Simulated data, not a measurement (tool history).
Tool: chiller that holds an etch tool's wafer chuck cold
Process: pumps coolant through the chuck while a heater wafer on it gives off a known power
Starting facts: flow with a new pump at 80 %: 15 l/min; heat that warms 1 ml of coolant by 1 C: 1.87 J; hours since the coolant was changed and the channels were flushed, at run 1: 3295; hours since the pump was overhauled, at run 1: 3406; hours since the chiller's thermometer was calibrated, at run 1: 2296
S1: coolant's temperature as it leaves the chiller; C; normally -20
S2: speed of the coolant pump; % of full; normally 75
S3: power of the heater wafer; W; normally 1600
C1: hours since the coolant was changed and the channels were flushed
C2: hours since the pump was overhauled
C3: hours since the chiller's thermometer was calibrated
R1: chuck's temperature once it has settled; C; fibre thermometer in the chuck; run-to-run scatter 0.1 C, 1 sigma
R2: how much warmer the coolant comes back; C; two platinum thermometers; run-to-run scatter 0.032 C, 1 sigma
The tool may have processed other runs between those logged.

run 1 day=0.000 | S1=-20 S2=75 S3=1600 | C1=3295 C2=3406 C3=2296 | R1=-8.9 R2=3.72
run 2 day=3.183 | S1=-20 S2=75 S3=1600 | C1=3371 C2=3482 C3=2373 | R1=-8.9 R2=3.70
run 3 day=4.992 | S1=-20 S2=75 S3=1600 | C1=3415 C2=3526 C3=2416 | R1=-8.7 R2=3.70
run 4 day=8.267 | S1=-18 S2=75 S3=1600 | C1=3493 C2=3604 C3=2494 | R1=-6.9 R2=3.65
run 5 day=9.788 | S1=-18 S2=75 S3=1600 | C1=3530 C2=3641 C3=2531 | R1=-6.8 R2=3.73
run 6 day=11.658 | S1=-18 S2=75 S3=1600 | C1=3575 C2=3686 C3=2576 | R1=-6.9 R2=3.68
run 7 day=14.121 | S1=-18 S2=75 S3=1600 | C1=3634 C2=3745 C3=2635 | R1=-6.7 R2=3.67
run 8 day=15.579 | S1=-18 S2=75 S3=1600 | C1=3669 C2=3780 C3=2670 | R1=-6.8 R2=3.68
run 9 day=18.612 | S1=-18 S2=75 S3=1600 | C1=3742 C2=3853 C3=2743 | R1=-6.7 R2=3.71
run 10 day=21.188 | S1=-18 S2=75 S3=1600 | C1=3803 C2=3914 C3=2805 | R1=-6.9 R2=3.71
run 11 day=23.688 | S1=-18 S2=75 S3=1600 | C1=3863 C2=3974 C3=2865 | R1=-6.6 R2=3.69
run 12 day=26.579 | S1=-18 S2=75 S3=1600 | C1=3933 C2=4044 C3=2934 | R1=-6.7 R2=3.69
run 13 day=29.971 | S1=-27 S2=75 S3=1912 | C1=4014 C2=4125 C3=3015 | R1=-13.6 R2=4.44
run 14 day=32.717 | S1=-16 S2=75 S3=895 | C1=4080 C2=4191 C3=3081 | R1=-9.7 R2=2.09
run 15 day=35.988 | S1=-27 S2=90 S3=1673 | C1=4159 C2=4270 C3=3160 | R1=-16.4 R2=3.13
run 16 day=38.821 | S1=-27 S2=90 S3=1673 | C1=4227 C2=4338 C3=3228 | R1=-16.4 R2=3.18
run 17 day=41.367 | S1=-27 S2=90 S3=1673 | C1=4288 C2=4399 C3=3289 | R1=-16.2 R2=3.13
run 18 day=42.979 | S1=-27 S2=90 S3=1673 | C1=4326 C2=4437 C3=3328 | R1=-16.3 R2=3.17
run 19 day=46.275 | S1=-24 S2=75 S3=1374 | C1=4405 C2=4517 C3=3407 | R1=-14.5 R2=3.15
run 20 day=48.058 | S1=-24 S2=75 S3=1374 | C1=4448 C2=4559 C3=3450 | R1=-14.5 R2=3.12
run 21 day=50.188 | S1=-24 S2=65 S3=1600 | C1=4499 C2=4610 C3=3501 | R1=-11.8 R2=4.33
run 22 day=53.262 | S1=-21 S2=94 S3=1600 | C1=4573 C2=4684 C3=3574 | R1=-11.0 R2=2.85

Alternative continuations, all from the tool just after run 22; predict every row:
-- day=55.612 coolant pump overhauled
run A day=55.612 | S1=-27 S2=68 S3=878 | C1=4625 C2=0 C3=3626 | R1=? R2=?
-- day=55.612 coolant pump overhauled
run B day=55.612 | S1=-12 S2=70 S3=1218 | C1=4625 C2=0 C3=3626 | R1=? R2=?
-- day=55.612 coolant pump overhauled
run C day=55.612 | S1=-22 S2=94 S3=1600 | C1=4625 C2=0 C3=3626 | R1=? R2=?
-- day=55.612 coolant pump overhauled
run D day=55.612 | S1=-11 S2=94 S3=1475 | C1=4625 C2=0 C3=3626 | R1=? R2=?

run=A R1=-20.5 R2=2.27
run=B R1=-3.1 R2=2.98
run=C R1=-12.3 R2=2.84
run=D R1=-2.0 R2=2.71
Without the tool's hidden state the same runs would have given:
run=A R1=-20.5 R2=2.27
run=B R1=-3.1 R2=2.98
run=C R1=-12.3 R2=2.84
run=D R1=-2.0 R2=2.71

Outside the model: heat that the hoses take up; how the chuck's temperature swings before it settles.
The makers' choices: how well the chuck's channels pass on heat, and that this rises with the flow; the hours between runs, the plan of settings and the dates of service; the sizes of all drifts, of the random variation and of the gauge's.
